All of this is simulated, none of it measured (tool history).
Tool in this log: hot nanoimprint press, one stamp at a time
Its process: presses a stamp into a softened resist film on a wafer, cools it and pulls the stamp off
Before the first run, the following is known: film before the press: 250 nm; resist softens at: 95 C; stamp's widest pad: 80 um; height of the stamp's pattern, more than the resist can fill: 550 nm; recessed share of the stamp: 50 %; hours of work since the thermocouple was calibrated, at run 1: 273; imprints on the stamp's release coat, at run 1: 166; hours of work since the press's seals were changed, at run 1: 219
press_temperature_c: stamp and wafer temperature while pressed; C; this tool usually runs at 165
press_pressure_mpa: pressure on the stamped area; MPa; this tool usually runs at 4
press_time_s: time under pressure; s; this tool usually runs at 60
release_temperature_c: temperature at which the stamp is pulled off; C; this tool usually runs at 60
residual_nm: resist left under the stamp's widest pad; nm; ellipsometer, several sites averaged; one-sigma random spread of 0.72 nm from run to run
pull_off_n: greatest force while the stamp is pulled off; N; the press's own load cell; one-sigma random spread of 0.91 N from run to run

| run | hour | press_temperature_c | press_pressure_mpa | press_time_s | release_temperature_c | hours of work since the thermocouple was calibrated | imprints on the stamp's release coat | hours of work since the press's seals were changed | residual_nm | pull_off_n |
|---|---|---|---|---|---|---|---|---|---|---|
| 1 | 0 | 165 | 4 | 60 | 60 | 273 | 166 | 219 | 140.3 | 150.6 |
| 2 | 10.6 | 165 | 4 | 60 | 60 | 279 | 190 | 225 | 139.6 | 153.5 |
| 3 | 20.6 | 165 | 4 | 60 | 60 | 285 | 212 | 231 | 139.8 | 153.9 |
| 4 | 28.1 | 165 | 4 | 60 | 60 | 289 | 228 | 236 | 139.8 | 151.6 |
| 5 | 35.4 | 164 | 4 | 60 | 60 | 294 | 245 | 240 | 144.3 | 153.7 |
| 6 | 46.5 | 164 | 4 | 60 | 60 | 301 | 269 | 247 | 144.2 | 153.7 |
| 7 | 52.6 | 164 | 4 | 60 | 60 | 304 | 282 | 250 | 144.5 | 154.8 |
| 8 | 58.4 | 164 | 4 | 60 | 60 | 308 | 295 | 254 | 143.5 | 154.1 |
| 9 | 63.3 | 164 | 4 | 60 | 60 | 311 | 306 | 257 | 143.1 | 153.9 |
| 10 | 68.1 | 164 | 4 | 60 | 60 | 314 | 317 | 260 | 144 | 155.6 |
| 11 | 75.7 | 164 | 4 | 60 | 60 | 318 | 334 | 264 | 144.9 | 156 |
| 12 | 82.2 | 165 | 4 | 60 | 60 | 322 | 348 | 268 | 141.3 | 155.3 |
| 13 | 90.4 | 165 | 4 | 60 | 60 | 327 | 366 | 273 | 140.3 | 157.2 |
| 14 | 97.4 | 165 | 4 | 60 | 60 | 331 | 381 | 277 | 140 | 154.6 |
| 15 | 105 | 165 | 4 | 60 | 60 | 336 | 398 | 282 | 142.1 | 156.2 |
| 16 | 112.3 | 171 | 4 | 71 | 60 | 340 | 414 | 286 | 115.6 | 156.4 |
| 17 | 123.4 | 171 | 4 | 71 | 60 | 347 | 439 | 293 | 115.8 | 156.7 |
| 18 | 128 | 168 | 3.17 | 48 | 60 | 350 | 449 | 296 | 155.8 | 158.1 |
| 19 | 136 | 168 | 3.17 | 48 | 60 | 354 | 467 | 300 | 156.7 | 157.6 |
| 20 | 143.6 | 168 | 2.58 | 36 | 51 | 359 | 484 | 305 | 182.9 | 179.6 |
| 21 | 148.6 | 165 | 3.88 | 60 | 60 | 362 | 495 | 308 | 143.2 | 158.6 |
| 22 | 155.1 | 166 | 3.88 | 60 | 60 | 366 | 509 | 312 | 138.3 | 159.3 |
| 23 | 163 | 165 | 4 | 64 | 57 | 371 | 526 | 317 | 139.5 | 166.6 |
| 24 | 167.5 | 165 | 4.02 | 60 | 60 | 373 | 536 | 319 | 141.9 | 159 |
| 25 | 175.7 | 165 | 4.02 | 60 | 60 | 378 | 554 | 324 | 141.3 | 160.8 |
| 26 | 181.1 | 165 | 4.02 | 60 | 60 | 381 | 566 | 327 | 141.8 | 158.6 |
| 27 | 189.4 | 165 | 4.02 | 60 | 60 | 386 | 585 | 333 | 142.3 | 160.7 |
| 28 | 198 | 165 | 4.02 | 60 | 60 | 392 | 604 | 338 | 141.8 | 160 |
| 29 | 206.7 | 165 | 2.72 | 60 | 60 | 397 | 623 | 343 | 166.3 | 159.5 |

Here are 3 independent what-if runs from the current tool condition. What would each one return?
| A | 211.8 | 165 | 2.72 | 87 | 60 | 400 | 634 | 346 | ? | ? |
| B | 211.8 | 162 | 5.5 | 96 | 60 | 400 | 634 | 346 | ? | ? |
| C | 211.8 | 165 | 4.76 | 53 | 65 | 400 | 634 | 346 | ? | ? |

| run | residual_nm | pull_off_n |
|---|---|---|
| A | 150.6 | 160 |
| B | 114.1 | 161.2 |
| C | 136.5 | 148.4 |
Had the tool no hidden state, the same runs would have come out as:
| run | residual_nm | pull_off_n |
|---|---|---|
| A | 143.5 | 146 |
| B | 107 | 147.1 |
| C | 129.2 | 135 |

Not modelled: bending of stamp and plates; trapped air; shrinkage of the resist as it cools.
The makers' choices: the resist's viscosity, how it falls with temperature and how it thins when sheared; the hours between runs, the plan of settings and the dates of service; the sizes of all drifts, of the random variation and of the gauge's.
